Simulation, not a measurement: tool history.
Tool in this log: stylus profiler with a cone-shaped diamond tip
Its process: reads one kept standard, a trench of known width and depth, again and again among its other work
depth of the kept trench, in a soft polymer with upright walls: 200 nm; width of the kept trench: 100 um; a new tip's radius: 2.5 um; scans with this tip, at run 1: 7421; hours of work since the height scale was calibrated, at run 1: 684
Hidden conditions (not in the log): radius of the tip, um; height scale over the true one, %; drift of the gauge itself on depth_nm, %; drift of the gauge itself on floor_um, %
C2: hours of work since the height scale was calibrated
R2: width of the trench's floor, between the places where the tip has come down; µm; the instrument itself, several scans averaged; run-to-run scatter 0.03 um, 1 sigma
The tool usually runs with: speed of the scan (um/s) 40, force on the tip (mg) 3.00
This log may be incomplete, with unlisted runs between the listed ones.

Run 1, hour 0.0: usual settings; scans with this tip 7421; C2 684. Result: depth of the trench (Å) 2031.3, R2 97.92 µm.
Run 2, hour 37.5: usual settings but speed of the scan (um/s) 35; scans with this tip 7707; C2 710. Result: depth of the trench (Å) 2031.7, R2 97.95 µm.
Run 3, hour 84.3: usual settings but speed of the scan (um/s) 35; scans with this tip 8064; C2 743. Result: depth of the trench (Å) 2030.7, R2 97.90 µm.
Run 4, hour 131.4: usual settings but speed of the scan (um/s) 35; scans with this tip 8423; C2 776. Result: depth of the trench (Å) 2030.3, R2 97.94 µm.
Run 5, hour 169.4: usual settings but speed of the scan (um/s) 12; scans with this tip 8713; C2 803. Result: depth of the trench (Å) 2031.9, R2 98.02 µm.
Run 6, hour 216.2: usual settings but speed of the scan (um/s) 12; scans with this tip 9070; C2 836. Result: depth of the trench (Å) 2031.3, R2 98.00 µm.
Run 7, hour 261.7: usual settings but speed of the scan (um/s) 20; scans with this tip 9416; C2 868. Result: depth of the trench (Å) 2032.2, R2 97.92 µm.
Run 8, hour 297.4: usual settings but speed of the scan (um/s) 20; scans with this tip 9689; C2 893. Result: depth of the trench (Å) 2031.3, R2 97.97 µm.
Run 9, hour 318.6: usual settings but speed of the scan (um/s) 20, force on the tip (mg) 4.84; scans with this tip 9850; C2 908. Result: depth of the trench (Å) 2044.9, R2 98.02 µm.
Run 10, hour 363.6: usual settings but speed of the scan (um/s) 20, force on the tip (mg) 4.84; scans with this tip 10194; C2 940. Result: depth of the trench (Å) 2043.4, R2 98.02 µm.
Run 11, hour 395.4: usual settings but speed of the scan (um/s) 20, force on the tip (mg) 4.84; scans with this tip 10436; C2 962. Result: depth of the trench (Å) 2043.8, R2 98.02 µm.
Run 12, hour 433.8: usual settings but speed of the scan (um/s) 20, force on the tip (mg) 4.84; scans with this tip 10729; C2 989. Result: depth of the trench (Å) 2043.7, R2 97.98 µm.
At hour 450.7: height scale calibrated on a step standard.
Run 13, hour 478.4: usual settings but speed of the scan (um/s) 20, force on the tip (mg) 4.84; scans with this tip 11066; C2 20. Result: depth of the trench (Å) 2042.8, R2 97.96 µm.
Run 14, hour 506.7: usual settings but speed of the scan (um/s) 20, force on the tip (mg) 4.84; scans with this tip 11281; C2 39. Result: depth of the trench (Å) 2044.0, R2 97.96 µm.
Run 15, hour 533.6: usual settings but speed of the scan (um/s) 20, force on the tip (mg) 4.84; scans with this tip 11486; C2 58. Result: depth of the trench (Å) 2044.0, R2 97.98 µm.
Run 16, hour 558.5: usual settings but speed of the scan (um/s) 20, force on the tip (mg) 4.84; scans with this tip 11676; C2 76. Result: depth of the trench (Å) 2042.6, R2 97.98 µm.
Run 17, hour 604.8: usual settings but speed of the scan (um/s) 20, force on the tip (mg) 4.84; scans with this tip 12029; C2 108. Result: depth of the trench (Å) 2042.7, R2 98.01 µm.
Run 18, hour 643.8: usual settings but force on the tip (mg) 2.77; scans with this tip 12327; C2 136. Result: depth of the trench (Å) 2029.5, R2 97.94 µm.
Run 19, hour 683.0: usual settings but force on the tip (mg) 2.82; scans with this tip 12626; C2 163. Result: depth of the trench (Å) 2030.7, R2 97.90 µm.
Run 20, hour 708.1: usual settings but force on the tip (mg) 2.82; scans with this tip 12817; C2 181. Result: depth of the trench (Å) 2029.5, R2 97.93 µm.
Run 21, hour 733.6: usual settings but force on the tip (mg) 2.82; scans with this tip 13012; C2 199. Result: depth of the trench (Å) 2030.9, R2 97.92 µm.
Run 22, hour 779.7: usual settings but force on the tip (mg) 2.82; scans with this tip 13364; C2 231. Result: depth of the trench (Å) 2030.0, R2 97.91 µm.
Run 23, hour 817.2: usual settings but force on the tip (mg) 2.82; scans with this tip 13649; C2 258. Result: depth of the trench (Å) 2029.7, R2 97.93 µm.
Run 24, hour 849.7: usual settings but force on the tip (mg) 2.82; scans with this tip 13897; C2 280. Result: depth of the trench (Å) 2030.4, R2 97.85 µm.
Run 25, hour 896.4: usual settings but speed of the scan (um/s) 65, force on the tip (mg) 1.12; scans with this tip 14254; C2 313. Result: depth of the trench (Å) 2016.2, R2 97.78 µm.
Run 26, hour 917.7: usual settings but speed of the scan (um/s) 13, force on the tip (mg) 1.61; scans with this tip 14416; C2 328. Result: depth of the trench (Å) 2020.7, R2 97.98 µm.
Run 27, hour 961.9: usual settings but speed of the scan (um/s) 23; scans with this tip 14753; C2 359. Result: depth of the trench (Å) 2031.7, R2 97.96 µm.
Run 28, hour 991.7: usual settings but speed of the scan (um/s) 146, force on the tip (mg) 6.09; scans with this tip 14980; C2 380. Result: depth of the trench (Å) 2051.3, R2 97.79 µm.
Run 29, hour 1025.6: usual settings but speed of the scan (um/s) 34, force on the tip (mg) 1.64; scans with this tip 15239; C2 404. Result: depth of the trench (Å) 2021.4, R2 97.91 µm.
Run 30, hour 1053.5: usual settings but speed of the scan (um/s) 34, force on the tip (mg) 4.26; scans with this tip 15451; C2 424. Result: depth of the trench (Å) 2040.0, R2 97.97 µm.
Run 31, hour 1090.3: usual settings but speed of the scan (um/s) 82, force on the tip (mg) 7.38; scans with this tip 15732; C2 450. Result: depth of the trench (Å) 2057.9, R2 97.89 µm.
Run 32, hour 1134.4: usual settings but speed of the scan (um/s) 37, force on the tip (mg) 1.97; scans with this tip 16068; C2 481. Result: depth of the trench (Å) 2023.9, R2 97.88 µm.
Run 33, hour 1158.4: usual settings but speed of the scan (um/s) 25, force on the tip (mg) 6.61; scans with this tip 16251; C2 497. Result: depth of the trench (Å) 2052.9, R2 97.95 µm.
Run 34, hour 1193.2: usual settings but speed of the scan (um/s) 44, force on the tip (mg) 6.05; scans with this tip 16517; C2 522. Result: depth of the trench (Å) 2050.7, R2 97.92 µm.
Run 35, hour 1231.0: usual settings but speed of the scan (um/s) 39, force on the tip (mg) 1.87; scans with this tip 16805; C2 549. Result: depth of the trench (Å) 2022.4, R2 97.90 µm.
Run 36, hour 1276.6: usual settings but speed of the scan (um/s) 149, force on the tip (mg) 1.54; scans with this tip 17153; C2 581. Result: depth of the trench (Å) 2020.7, R2 97.50 µm.
Run 37, hour 1309.8: usual settings but speed of the scan (um/s) 149, force on the tip (mg) 1.54; scans with this tip 17406; C2 604. Result: depth of the trench (Å) 2020.6, R2 97.48 µm.
Run 38, hour 1346.1: usual settings but speed of the scan (um/s) 149, force on the tip (mg) 1.54; scans with this tip 17683; C2 629. Result: depth of the trench (Å) 2020.2, R2 97.49 µm.
Run 39, hour 1389.6: usual settings but speed of the scan (um/s) 11, force on the tip (mg) 2.12; scans with this tip 18015; C2 660. Result: depth of the trench (Å) 2024.0, R2 97.95 µm.
Run 40, hour 1437.1: usual settings but speed of the scan (um/s) 75, force on the tip (mg) 1.06; scans with this tip 18377; C2 693. Result: depth of the trench (Å) 2015.2, R2 97.68 µm.
Run 41, hour 1472.6: usual settings but speed of the scan (um/s) 28, force on the tip (mg) 2.65; scans with this tip 18648; C2 718. Result: depth of the trench (Å) 2029.4, R2 97.94 µm.
Run 42, hour 1517.3: usual settings but speed of the scan (um/s) 26, force on the tip (mg) 4.39; scans with this tip 18988; C2 750. Result: depth of the trench (Å) 2041.1, R2 98.04 µm.
Run 43, hour 1560.3: usual settings but speed of the scan (um/s) 92, force on the tip (mg) 3.79; scans with this tip 19317; C2 780. Result: depth of the trench (Å) 2037.0, R2 97.83 µm.
Run 44, hour 1580.2: usual settings but speed of the scan (um/s) 92, force on the tip (mg) 3.79; scans with this tip 19468; C2 794. Result: depth of the trench (Å) 2036.0, R2 97.79 µm.
Run 45, hour 1599.7: usual settings but speed of the scan (um/s) 74, force on the tip (mg) 3.29; scans with this tip 19617; C2 808. Result: depth of the trench (Å) 2033.8, R2 97.85 µm.
Run 46, hour 1645.0: usual settings but speed of the scan (um/s) 69, force on the tip (mg) 1.05; scans with this tip 19963; C2 840. Result: depth of the trench (Å) 2015.9, R2 97.76 µm.

Predict each of these 4 candidate next runs independently; none follows another, all start after run 46:
Run A, hour 1672.5: usual settings but speed of the scan (um/s) 18, force on the tip (mg) 1.16; scans with this tip 20172; C2 859. Result: depth of the trench (Å) ?, R2 ?.
Run B, hour 1672.5: usual settings but speed of the scan (um/s) 26, force on the tip (mg) 3.64; scans with this tip 20172; C2 859. Result: depth of the trench (Å) ?, R2 ?.
Run C, hour 1672.5: usual settings but speed of the scan (um/s) 42, force on the tip (mg) 4.90; scans with this tip 20172; C2 859. Result: depth of the trench (Å) ?, R2 ?.
Run D, hour 1672.5: usual settings but speed of the scan (um/s) 64, force on the tip (mg) 1.10; scans with this tip 20172; C2 859. Result: depth of the trench (Å) ?, R2 ?.

run  depth of the trench (Å)     R2
  A                   2017.0  97.95
  B                   2035.5  97.93
  C                   2044.5  97.93
  D                   2015.7  97.77
Without the tool's unlogged condition, the same runs would have read:
run  depth of the trench (Å)     R2
  A                   2016.9  97.97
  B                   2035.4  97.95
  C                   2044.5  97.95
  D                   2015.6  97.79
